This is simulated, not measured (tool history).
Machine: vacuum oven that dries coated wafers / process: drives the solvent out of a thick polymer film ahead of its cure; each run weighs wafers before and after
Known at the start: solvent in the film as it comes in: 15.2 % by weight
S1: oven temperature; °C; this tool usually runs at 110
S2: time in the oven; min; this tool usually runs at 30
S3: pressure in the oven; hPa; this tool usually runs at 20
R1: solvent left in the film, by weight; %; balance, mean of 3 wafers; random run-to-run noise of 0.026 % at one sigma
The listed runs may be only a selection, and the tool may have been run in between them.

{"run": 1, "hour": 0.0, "S1": 110, "S2": 30, "S3": 20, "R1": 2.46}
{"run": 2, "hour": 26.0, "S1": 110, "S2": 30, "S3": 20, "R1": 2.42}
{"run": 3, "hour": 52.9, "S1": 110, "S2": 19, "S3": 20, "R1": 3.73}
{"run": 4, "hour": 84.9, "S1": 110, "S2": 30, "S3": 21.1, "R1": 2.47}
{"run": 5, "hour": 102.4, "S1": 110, "S2": 43, "S3": 21.1, "R1": 1.97}
{"run": 6, "hour": 119.3, "S1": 110, "S2": 43, "S3": 21.1, "R1": 2.01}
{"run": 7, "hour": 140.4, "S1": 110, "S2": 16, "S3": 21.1, "R1": 4.42}
{"run": 8, "hour": 163.1, "S1": 110, "S2": 42, "S3": 21.1, "R1": 1.98}
{"run": 9, "hour": 187.9, "S1": 110, "S2": 42, "S3": 21.1, "R1": 2.01}
{"run": 10, "hour": 202.1, "S1": 110, "S2": 42, "S3": 21.1, "R1": 2.04}
{"run": 11, "hour": 230.6, "S1": 100, "S2": 30, "S3": 20, "R1": 4.41}
{"run": 12, "hour": 262.0, "S1": 110, "S2": 30, "S3": 20, "R1": 2.51}
{"run": 13, "hour": 283.4, "S1": 110, "S2": 30, "S3": 37.1, "R1": 3.62}
{"run": 14, "hour": 315.3, "S1": 110, "S2": 30, "S3": 20, "R1": 2.46}
{"run": 15, "hour": 345.0, "S1": 110, "S2": 30, "S3": 20, "R1": 2.5}
{"hour": 349.9, "done": "oven's thermocouples calibrated"}
{"run": 16, "hour": 373.0, "S1": 108, "S2": 30, "S3": 20, "R1": 2.81}
{"run": 17, "hour": 394.3, "S1": 110, "S2": 30, "S3": 20, "R1": 2.43}
{"run": 18, "hour": 420.4, "S1": 110, "S2": 19, "S3": 20, "R1": 3.7}
{"run": 19, "hour": 447.8, "S1": 110, "S2": 17, "S3": 20, "R1": 4.14}
{"run": 20, "hour": 477.2, "S1": 110, "S2": 17, "S3": 20, "R1": 4.12}
{"run": 21, "hour": 491.3, "S1": 110, "S2": 17, "S3": 20, "R1": 4.13}
{"run": 22, "hour": 518.1, "S1": 113, "S2": 17, "S3": 20, "R1": 3.5}
{"hour": 535.9, "done": "oven's thermocouples calibrated, once more"}
{"run": 23, "hour": 544.8, "S1": 122, "S2": 16, "S3": 20, "R1": 2.24}
{"run": 24, "hour": 577.3, "S1": 110, "S2": 36, "S3": 18.7, "R1": 2.15}
{"run": 25, "hour": 609.6, "S1": 124, "S2": 18, "S3": 20, "R1": 1.68}
{"run": 26, "hour": 640.6, "S1": 101, "S2": 15, "S3": 20, "R1": 6.89}
{"hour": 656.6, "done": "vacuum gauge cleaned of residue and calibrated"}
{"run": 27, "hour": 658.0, "S1": 120, "S2": 41, "S3": 34, "R1": 1.73}
{"run": 28, "hour": 676.6, "S1": 118, "S2": 16, "S3": 35.5, "R1": 3.31}
{"run": 29, "hour": 702.2, "S1": 119, "S2": 39, "S3": 79.8, "R1": 4.13}
{"run": 30, "hour": 723.1, "S1": 119, "S2": 39, "S3": 79.8, "R1": 4.2}
{"run": 31, "hour": 742.6, "S1": 114, "S2": 39, "S3": 10.2, "R1": 0.85}
{"run": 32, "hour": 763.6, "S1": 114, "S2": 39, "S3": 10.2, "R1": 0.81}
{"run": 33, "hour": 786.9, "S1": 114, "S2": 39, "S3": 10.2, "R1": 0.81}
{"run": 34, "hour": 809.7, "S1": 122, "S2": 17, "S3": 63.9, "R1": 3.72}
{"run": 35, "hour": 831.5, "S1": 122, "S2": 17, "S3": 63.9, "R1": 3.74}
{"run": 36, "hour": 863.9, "S1": 112, "S2": 17, "S3": 63.9, "R1": 5.89}
{"run": 37, "hour": 890.5, "S1": 117, "S2": 30, "S3": 78.7, "R1": 4.53}
{"run": 38, "hour": 913.2, "S1": 107, "S2": 37, "S3": 78.7, "R1": 6.57}

Forecast each of these 3 alternatives for the next run:
{"run": "A", "hour": 941.6, "S1": 107, "S2": 39, "S3": 78.7, "R1": "?"}
{"run": "B", "hour": 941.6, "S1": 117, "S2": 24, "S3": 78.7, "R1": "?"}
{"run": "C", "hour": 941.6, "S1": 115, "S2": 17, "S3": 18.1, "R1": "?"}

run=A R1=6.39
run=B R1=4.79
run=C R1=2.8
With the hidden condition removed and each run's random variation left untouched, the same runs would have given:
run=A R1=6.37
run=B R1=4.78
run=C R1=2.79
